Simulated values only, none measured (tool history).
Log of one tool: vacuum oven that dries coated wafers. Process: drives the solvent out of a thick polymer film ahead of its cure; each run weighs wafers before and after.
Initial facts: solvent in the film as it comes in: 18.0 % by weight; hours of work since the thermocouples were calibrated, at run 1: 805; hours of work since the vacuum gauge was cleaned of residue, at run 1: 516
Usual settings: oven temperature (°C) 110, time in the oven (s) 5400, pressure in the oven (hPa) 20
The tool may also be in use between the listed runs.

run    day  oven temperature (°C)  time in the oven (s)  pressure in the oven (hPa)  hours of work since the thermocouples were calibrated  hours of work since the vacuum gauge was cleaned of residue  solvent left in the film (%)
  1      0                    110                  5400                          20                                                    805                                                          516                           1.2
  2  0.612                    110                  2820                          20                                                    815                                                          526                           3.4
  3  1.312                    110                  2820                          20                                                    826                                                          537                          3.43
  4  1.683                    109                  5400                          20                                                    833                                                          543                          1.41
  5  2.288                    109                  5400                          20                                                    842                                                          553                          1.33
  6  2.817                    109                  5400                          20                                                    851                                                          562                          1.36
  7  3.162                    110                  5400                          20                                                    857                                                          568                          1.22
  8  3.838                    110                  5400                          20                                                    868                                                          579                          1.29
  9  4.533                    110                  5400                          20                                                    880                                                          590                          1.18
 10  4.929                    110                  5400                          20                                                    886                                                          597                          1.14
 11  5.738                    123                  5400                          20                                                    899                                                          610                          0.29
 12  6.388                    115                  5400                        21.3                                                    910                                                          621                          0.77
 13  6.933                    101                  5400                        32.6                                                    919                                                          630                          3.45
 14  7.275                    101                  5400                        15.6                                                    925                                                          636                          3.25
 15  8.038                    104                  2940                          20                                                    937                                                          648                           5.1
 16  8.442                    120                  9120                        14.1                                                    944                                                          655                          0.21

Forecast run 17:
 17  9.254                    101                  3060                        12.3                                                    957                                                          668                             ?

{"run 17": {"solvent left in the film (%)": 5.92}}
With no hidden state in the tool, this same run would have given solvent left in the film (%) 5.9.
